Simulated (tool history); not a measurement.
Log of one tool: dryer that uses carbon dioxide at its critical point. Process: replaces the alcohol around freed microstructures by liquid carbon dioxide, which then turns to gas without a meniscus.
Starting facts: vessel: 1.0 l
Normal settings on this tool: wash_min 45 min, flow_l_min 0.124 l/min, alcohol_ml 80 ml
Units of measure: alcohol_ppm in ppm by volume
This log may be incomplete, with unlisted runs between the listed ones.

run,hour,wash_min,flow_l_min,alcohol_ml,alcohol_ppm
1,0.0,45,0.124,80,494
2,15.2,45,0.124,24,164
3,32.7,45,0.124,24,166
4,49.7,45,0.124,24,175
5,57.0,45,0.124,24,174
6,66.4,45,0.124,24,179
7,83.4,45,0.124,116,759
8,97.9,45,0.124,116,774
9,106.1,45,0.124,116,798
10,122.2,45,0.124,116,786
11,132.5,45,0.124,116,794
12,141.4,45,0.124,80,561
13,154.7,45,0.109,80,1069
14,164.6,45,0.109,80,1118
15,172.0,45,0.109,80,1104
16,185.1,47,0.104,80,1122
17,194.2,47,0.104,80,1157
18,202.1,47,0.104,80,1153
19,220.0,41,0.140,85,542
20,228.8,34,0.140,27,419
21,241.0,65,0.136,47,59
22,259.2,37,0.137,46,567
23,275.9,27,0.124,97,5206

What will run 24 give?
24,285.2,27,0.158,97,?

{"run 24": {"alcohol_ppm": 2250}}
If the tool had no hidden condition, the same run with the same run-to-run variation would have returned alcohol_ppm 1351 ppm by volume.
